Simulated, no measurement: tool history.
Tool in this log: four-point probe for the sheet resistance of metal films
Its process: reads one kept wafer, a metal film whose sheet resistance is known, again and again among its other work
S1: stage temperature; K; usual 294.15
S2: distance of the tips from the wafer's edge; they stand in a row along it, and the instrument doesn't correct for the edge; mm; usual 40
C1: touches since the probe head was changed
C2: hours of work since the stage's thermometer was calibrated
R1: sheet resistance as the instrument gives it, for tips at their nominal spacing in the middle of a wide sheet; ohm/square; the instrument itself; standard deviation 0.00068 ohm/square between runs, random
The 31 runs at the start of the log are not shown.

| run | day | S1 | S2 | C1 | C2 | R1 |
|---|---|---|---|---|---|---|
| 32 | 26.483 | 292.15 | 42 | 40398 | 485 | 3.384438 |
| 33 | 27.462 | 292.15 | 42 | 41051 | 503 | 3.386423 |
| 34 | 28.262 | 302.15 | 62 | 41586 | 518 | 3.365254 |
| 35 | 28.704 | 302.15 | 62 | 41883 | 526 | 3.365607 |
| 36 | 29.179 | 307.15 | 52 | 42202 | 535 | 3.355697 |
| 37 | 29.862 | 297.15 | 12 | 42658 | 547 | 3.378869 |
| 38 | 30.854 | 293.15 | 27 | 43323 | 565 | 3.383516 |
| 39 | 31.35 | 293.15 | 27 | 43656 | 575 | 3.384007 |
| 40 | 31.825 | 304.15 | 6 | 43972 | 583 | 3.380333 |
| 41 | 32.925 | 304.15 | 6 | 44709 | 603 | 3.379901 |
| 42 | 34.021 | 304.15 | 6 | 45444 | 624 | 3.381139 |
| 43 | 35.075 | 304.15 | 6 | 46149 | 643 | 3.380168 |
| 44 | 35.775 | 304.15 | 6 | 46618 | 656 | 3.380647 |
| 45 | 36.658 | 291.15 | 6 | 47210 | 672 | 3.406764 |

What if the next run were any one of these 4? Each begins from the tool's condition after run 45:
| A | 37.617 | 293.15 | 24 | 47851 | 690 | ? |
| B | 37.617 | 300.15 | 47 | 47851 | 690 | ? |
| C | 37.617 | 301.15 | 6 | 47851 | 690 | ? |
| D | 37.617 | 297.15 | 52 | 47851 | 690 | ? |

| run | R1 |
|---|---|
| A | 3.383612 |
| B | 3.368565 |
| C | 3.386211 |
| D | 3.373928 |
The same runs, with their run-to-run variation unchanged, on a tool lacking any hidden condition would have given:
| run | R1 |
|---|---|
| A | 3.383217 |
| B | 3.368172 |
| C | 3.385817 |
| D | 3.373535 |

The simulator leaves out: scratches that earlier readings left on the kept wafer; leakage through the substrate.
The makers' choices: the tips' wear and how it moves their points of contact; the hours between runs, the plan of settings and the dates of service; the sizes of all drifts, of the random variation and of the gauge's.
